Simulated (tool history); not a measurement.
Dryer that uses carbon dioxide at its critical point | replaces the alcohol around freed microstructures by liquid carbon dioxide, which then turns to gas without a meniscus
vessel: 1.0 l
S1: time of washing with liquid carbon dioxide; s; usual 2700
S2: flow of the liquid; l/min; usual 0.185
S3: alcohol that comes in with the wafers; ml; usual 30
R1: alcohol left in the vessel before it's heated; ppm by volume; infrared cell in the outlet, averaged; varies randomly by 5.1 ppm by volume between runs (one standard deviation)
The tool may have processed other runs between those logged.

Run 1, hour 0: usual settings. Result: R1 119 ppm by volume.
Run 2, hour 12.1: usual settings. Result: R1 112 ppm by volume.
Run 3, hour 26.8: usual settings but S2 0.183 l/min. Result: R1 122 ppm by volume.
Run 4, hour 34.2: usual settings but S2 0.183 l/min. Result: R1 121 ppm by volume.
Run 5, hour 45.4: usual settings but S2 0.164 l/min. Result: R1 199 ppm by volume.
Run 6, hour 62.3: usual settings but S2 0.164 l/min. Result: R1 207 ppm by volume.
Run 7, hour 71.4: usual settings but S2 0.164 l/min. Result: R1 209 ppm by volume.
Run 8, hour 89: usual settings. Result: R1 128 ppm by volume.
Run 9, hour 105.5: usual settings. Result: R1 144 ppm by volume.
Run 10, hour 115.5: usual settings. Result: R1 150 ppm by volume.
Run 11, hour 133.2: usual settings. Result: R1 150 ppm by volume.
Run 12, hour 150.2: usual settings. Result: R1 151 ppm by volume.
Run 13, hour 158.9: usual settings but S2 0.247 l/min. Result: R1 64 ppm by volume.
Run 14, hour 175.2: usual settings but S2 0.247 l/min. Result: R1 72 ppm by volume.
Run 15, hour 185.9: usual settings but S2 0.247 l/min. Result: R1 77 ppm by volume.
Run 16, hour 195.9: usual settings but S2 0.247 l/min. Result: R1 74 ppm by volume.
Run 17, hour 206.2: usual settings but S3 25 ml. Result: R1 151 ppm by volume.
Run 18, hour 213.5: usual settings but S1 2880 s. Result: R1 128 ppm by volume.
Run 19, hour 230.1: usual settings but S1 2880 s. Result: R1 101 ppm by volume.
Run 20, hour 240.4: usual settings but S1 2880 s. Result: R1 102 ppm by volume.
Run 21, hour 253.8: usual settings but S1 1800 s. Result: R1 546 ppm by volume.
Run 22, hour 271.6: usual settings but S1 1800 s, S3 82 ml. Result: R1 1445 ppm by volume.
Run 23, hour 281.5: usual settings but S1 1800 s, S3 82 ml. Result: R1 1438 ppm by volume.
Run 24, hour 296.2: usual settings but S1 1680 s, S2 0.154 l/min, S3 23 ml. Result: R1 1016 ppm by volume.
Run 25, hour 312.3: usual settings but S1 3960 s, S2 0.263 l/min, S3 32 ml. Result: R1 54 ppm by volume.
Run 26, hour 323.4: usual settings but S1 4200 s, S2 0.21 l/min. Result: R1 70 ppm by volume.
Run 27, hour 338.3: usual settings but S1 3420 s, S2 0.192 l/min, S3 108 ml. Result: R1 104 ppm by volume.
Run 28, hour 348.3: usual settings but S1 3420 s, S2 0.192 l/min, S3 108 ml. Result: R1 111 ppm by volume.
Run 29, hour 361.5: usual settings but S1 3360 s, S2 0.218 l/min. Result: R1 69 ppm by volume.
Run 30, hour 370.3: usual settings but S2 0.159 l/min. Result: R1 246 ppm by volume.
Run 31, hour 386.8: usual settings but S1 2340 s, S2 0.177 l/min, S3 43 ml. Result: R1 404 ppm by volume.
Run 32, hour 396: usual settings but S1 2340 s, S2 0.177 l/min, S3 43 ml. Result: R1 405 ppm by volume.
Run 33, hour 403.2: usual settings but S1 2340 s, S2 0.177 l/min, S3 43 ml. Result: R1 395 ppm by volume.
Run 34, hour 412.6: usual settings but S1 2280 s, S3 62 ml. Result: R1 516 ppm by volume.
Run 35, hour 428.5: usual settings but S1 2280 s, S3 62 ml. Result: R1 531 ppm by volume.
Run 36, hour 445.8: usual settings but S1 2160 s, S3 81 ml. Result: R1 881 ppm by volume.
Run 37, hour 462.7: usual settings but S1 1860 s, S2 0.234 l/min, S3 75 ml. Result: R1 621 ppm by volume.
Run 38, hour 479.5: usual settings but S1 2640 s, S2 0.204 l/min, S3 59 ml. Result: R1 209 ppm by volume.
Run 39, hour 487.1: usual settings but S1 1800 s, S2 0.197 l/min, S3 31 ml. Result: R1 621 ppm by volume.
Run 40, hour 497.8: usual settings but S2 0.27 l/min. Result: R1 86 ppm by volume.
Run 41, hour 509.4: usual settings but S3 94 ml. Result: R1 408 ppm by volume.
Run 42, hour 521.5: usual settings but S1 3900 s, S3 48 ml. Result: R1 91 ppm by volume.
Run 43, hour 535.8: usual settings but S1 3900 s, S3 48 ml. Result: R1 87 ppm by volume.
Run 44, hour 550.3: usual settings but S1 3960 s, S2 0.156 l/min. Result: R1 83 ppm by volume.
Run 45, hour 567.6: usual settings but S1 3960 s, S2 0.156 l/min. Result: R1 90 ppm by volume.

Removed from this log: 2 entries logged between the listed runs. Between which two listed runs does each belong, and how does the tool's hidden state at the listed run before it compare with that at the listed run after it?
Run 18 -> run 19: inlet filter changed (hour 228.1)
  flow that reaches the vessel past the clogged filter, %: 88.3 -> 99.5; alcohol in the recycled carbon dioxide, ppm: 56.4 -> 57.5
  measured minus no-state result, R1: +96 -> +53 ppm by volume
Run 43 -> run 44: inlet filter changed (hour 537.8)
  flow that reaches the vessel past the clogged filter, %: 88.3 -> 98.9; alcohol in the recycled carbon dioxide, ppm: 78.9 -> 79.8
  measured minus no-state result, R1: +83 -> +76 ppm by volume
